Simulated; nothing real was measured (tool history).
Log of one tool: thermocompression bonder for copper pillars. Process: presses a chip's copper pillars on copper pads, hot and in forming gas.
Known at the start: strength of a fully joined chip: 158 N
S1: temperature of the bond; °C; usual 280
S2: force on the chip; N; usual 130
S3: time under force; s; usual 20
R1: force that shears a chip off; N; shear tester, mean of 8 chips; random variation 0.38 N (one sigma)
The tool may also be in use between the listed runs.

run,hour,S1,S2,S3,R1
1,0.0,280,130,20,61.5
2,13.2,256,130,20,48.0
3,20.7,256,130,20,47.9
4,29.3,280,100,20,46.8
5,40.9,280,100,20,47.1
6,52.4,280,100,20,47.0
7,59.2,280,100,20,46.5
8,68.7,280,100,20,46.0
9,75.2,280,100,20,46.2
10,82.5,280,100,20,46.8
11,91.8,280,157,56,103.2
# hour 94.4: force cell calibrated
12,102.9,280,157,56,103.5
13,116.4,305,183,14,92.2
14,128.4,280,94,13,36.1
15,139.4,280,176,49,107.1
16,147.6,280,176,18,78.8
17,154.1,280,176,18,78.9
18,168.3,280,176,18,78.9

5 ways to go on from here, each from the tool as it stands after run 18. What would each give?
# hour 176.6: force cell calibrated, once more
A,182.1,265,85,18,?
# hour 176.6: force cell calibrated, once more
B,182.1,280,176,33,?
# hour 176.6: force cell calibrated, once more
C,182.1,255,112,17,?
# hour 176.6: force cell calibrated, once more
D,182.1,277,107,57,?
# hour 176.6: force cell calibrated, once more
E,182.1,268,176,18,?

run,R1
A,31.1
B,95.4
C,36.1
D,73.5
E,71.1
Without the tool's hidden state the same runs would have given:
run,R1
A,32.3
B,98.0
C,37.4
D,75.8
E,73.3

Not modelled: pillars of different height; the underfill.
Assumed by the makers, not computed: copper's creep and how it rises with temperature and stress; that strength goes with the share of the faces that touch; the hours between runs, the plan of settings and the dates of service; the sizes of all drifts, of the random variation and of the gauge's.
